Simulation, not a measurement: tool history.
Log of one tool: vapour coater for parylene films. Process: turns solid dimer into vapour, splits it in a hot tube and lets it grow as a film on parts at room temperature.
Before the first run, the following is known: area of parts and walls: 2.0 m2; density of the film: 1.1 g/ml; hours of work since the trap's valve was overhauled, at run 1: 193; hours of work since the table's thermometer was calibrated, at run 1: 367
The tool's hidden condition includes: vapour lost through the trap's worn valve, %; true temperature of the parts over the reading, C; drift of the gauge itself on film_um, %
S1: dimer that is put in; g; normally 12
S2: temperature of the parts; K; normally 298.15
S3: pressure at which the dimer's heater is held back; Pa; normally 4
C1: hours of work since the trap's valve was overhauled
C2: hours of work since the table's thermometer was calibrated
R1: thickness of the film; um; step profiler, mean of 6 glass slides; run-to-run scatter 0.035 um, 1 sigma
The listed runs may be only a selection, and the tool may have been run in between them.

run 1 hour=0 | S1=12 S2=298.15 S3=4 | C1=193 C2=367 | R1=3.31
run 2 hour=8.1 | S1=12 S2=298.15 S3=4 | C1=199 C2=374 | R1=3.26
run 3 hour=22.9 | S1=12 S2=298.15 S3=4 | C1=211 C2=386 | R1=3.32
run 4 hour=40.4 | S1=12 S2=298.15 S3=4 | C1=225 C2=400 | R1=3.28
run 5 hour=57.2 | S1=21 S2=298.15 S3=4 | C1=239 C2=413 | R1=5.65
run 6 hour=73.4 | S1=21 S2=298.15 S3=4 | C1=252 C2=426 | R1=5.64
run 7 hour=89.7 | S1=12 S2=293.15 S3=4 | C1=265 C2=439 | R1=3.95
run 8 hour=106.6 | S1=12 S2=293.15 S3=4 | C1=278 C2=453 | R1=3.99
run 9 hour=118.4 | S1=12 S2=298.15 S3=4 | C1=288 C2=462 | R1=3.21
run 10 hour=126.6 | S1=12 S2=298.15 S3=4 | C1=294 C2=469 | R1=3.1
run 11 hour=135 | S1=12 S2=298.15 S3=4 | C1=301 C2=476 | R1=3.18
run 12 hour=151.3 | S1=12 S2=298.15 S3=4 | C1=314 C2=489 | R1=3.17
run 13 hour=158.8 | S1=12 S2=298.15 S3=4 | C1=320 C2=495 | R1=3.24
-- hour=171.5 trap's valve overhauled
run 14 hour=172.4 | S1=12 S2=291.15 S3=10.21 | C1=1 C2=503 | R1=4.19
run 15 hour=188 | S1=12 S2=310.15 S3=10.88 | C1=13 C2=515 | R1=1.83
run 16 hour=196.4 | S1=16 S2=293.15 S3=4.83 | C1=20 C2=522 | R1=5.76
run 17 hour=206.1 | S1=16 S2=293.15 S3=4.83 | C1=28 C2=530 | R1=5.72

Run 18 is up next; what results do you expect?
run 18 hour=213.6 | S1=10 S2=292.15 S3=8.3 | C1=34 C2=536 | R1=?

Logged for run 18: R1 3.37 um.
Minus the tool's unlogged condition, the same run would have read R1 3.37 um.
